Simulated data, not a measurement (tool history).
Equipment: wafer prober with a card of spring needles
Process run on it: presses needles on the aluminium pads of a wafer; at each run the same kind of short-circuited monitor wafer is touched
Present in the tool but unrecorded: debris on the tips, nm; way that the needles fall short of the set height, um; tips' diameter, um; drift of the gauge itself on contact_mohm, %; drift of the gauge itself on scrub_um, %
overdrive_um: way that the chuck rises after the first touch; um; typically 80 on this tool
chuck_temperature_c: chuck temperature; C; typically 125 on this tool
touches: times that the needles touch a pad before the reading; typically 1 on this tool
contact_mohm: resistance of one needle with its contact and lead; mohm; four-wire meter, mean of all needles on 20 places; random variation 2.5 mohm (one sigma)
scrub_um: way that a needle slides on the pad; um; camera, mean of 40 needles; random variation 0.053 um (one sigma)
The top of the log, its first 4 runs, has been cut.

| run | hour | overdrive_um | chuck_temperature_c | touches | touches since the tips were cleaned | cleanings since the card got new needles | touches since the first contact's height was set | contact_mohm | scrub_um |
|---|---|---|---|---|---|---|---|---|---|
|  | 133.2 | tips cleaned on abrasive film |
| 5 | 133.8 | 80 | 125 | 2 | 193 | 74 | 20152 | 290 | 19.59 |
|  | 150.9 | tips cleaned on abrasive film |
|  | 168.9 | tips cleaned on abrasive film |
| 6 | 171.6 | 80 | 125 | 2 | 870 | 76 | 32301 | 290 | 19.67 |
|  | 186.3 | tips cleaned on abrasive film |
| 7 | 199.3 | 80 | 125 | 2 | 4210 | 77 | 41232 | 323 | 19.70 |
|  | 203.6 | tips cleaned on abrasive film |
|  | 220.7 | tips cleaned on abrasive film |
|  | 238.5 | tips cleaned on abrasive film |
| 8 | 240.2 | 61 | 125 | 1 | 555 | 80 | 54361 | 318 | 14.96 |
|  | 256.0 | tips cleaned on abrasive film, once more |
|  | 275.8 | tips cleaned on abrasive film |
| 9 | 280.0 | 79 | 125 | 1 | 1351 | 82 | 67146 | 314 | 19.22 |
|  | 295.7 | tips cleaned on abrasive film |
|  | 316.1 | tips cleaned on abrasive film |
| 10 | 324.7 | 79 | 125 | 1 | 2795 | 84 | 81542 | 331 | 19.27 |
|  | 335.5 | tips cleaned on abrasive film |
|  | 353.3 | tips cleaned on abrasive film |
| 11 | 356.1 | 87 | 125 | 1 | 881 | 86 | 91614 | 303 | 21.07 |
|  | 370.8 | tips cleaned on abrasive film |
|  | 389.8 | tips cleaned on abrasive film |
| 12 | 393.2 | 80 | 125 | 1 | 1087 | 88 | 103543 | 315 | 19.48 |
|  | 406.8 | tips cleaned on abrasive film |
|  | 425.1 | tips cleaned on abrasive film |
| 13 | 438.6 | 80 | 125 | 1 | 4361 | 90 | 118150 | 352 | 19.35 |
|  | 445.4 | tips cleaned on abrasive film |
|  | 463.1 | tips cleaned on abrasive film |
| 14 | 469.6 | 80 | 125 | 1 | 2106 | 92 | 128113 | 336 | 19.31 |
|  | 480.9 | tips cleaned on abrasive film |
|  | 499.6 | tips cleaned on abrasive film |
| 15 | 503.6 | 80 | 125 | 1 | 1284 | 94 | 139036 | 316 | 19.40 |
|  | 518.1 | tips cleaned on abrasive film |
| 16 | 524.2 | 80 | 125 | 1 | 1964 | 95 | 145672 | 327 | 19.31 |
|  | 536.5 | tips cleaned on abrasive film |
|  | 554.3 | tips cleaned on abrasive film |
| 17 | 570.9 | 61 | 27 | 3 | 5364 | 97 | 160685 | 314 | 14.62 |
|  | 574.9 | tips cleaned on abrasive film |
|  | 593.1 | tips cleaned on abrasive film |
| 18 | 603.3 | 80 | 56 | 2 | 3281 | 99 | 171100 | 307 | 19.28 |
|  | 611.4 | tips cleaned on abrasive film |
|  | 629.3 | tips cleaned on abrasive film |
|  | 647.6 | tips cleaned on abrasive film |
| 19 | 649.3 | 65 | 48 | 2 | 544 | 102 | 185876 | 281 | 15.55 |
|  | 665.5 | tips cleaned on abrasive film |
|  | 684.4 | tips cleaned on abrasive film |
| 20 | 690.4 | 65 | 48 | 2 | 1931 | 104 | 199105 | 306 | 15.55 |
|  | 702.1 | tips cleaned on abrasive film |
|  | 719.8 | tips cleaned on abrasive film |
| 21 | 727.2 | 64 | 38 | 1 | 2393 | 106 | 210926 | 349 | 15.28 |
|  | 737.9 | tips cleaned on abrasive film |
|  | 755.3 | tips cleaned on abrasive film |
|  | 772.7 | tips cleaned on abrasive film |
|  | 775.2 | height of the first contact set anew |
| 22 | 775.2 | 68 | 51 | 1 | 701 | 109 | 0 | 299 | 16.80 |
|  | 791.5 | tips cleaned on abrasive film |
| 23 | 802.8 | 60 | 125 | 3 | 3659 | 110 | 8903 | 329 | 14.83 |

Estimate the outcome of run 24 from the log above:
|  | 811.4 | tips cleaned on abrasive film |
|  | 830.3 | tips cleaned on abrasive film |
| 24 | 844.6 | 60 | 125 | 3 | 4622 | 112 | 22342 | ? | ? |

{"run 24": {"contact_mohm": 334, "scrub_um": 14.68}}
On a tool with no hidden condition, and with the same random variation, this run would have come out at contact_mohm 285 mohm, scrub_um 14.72 um.
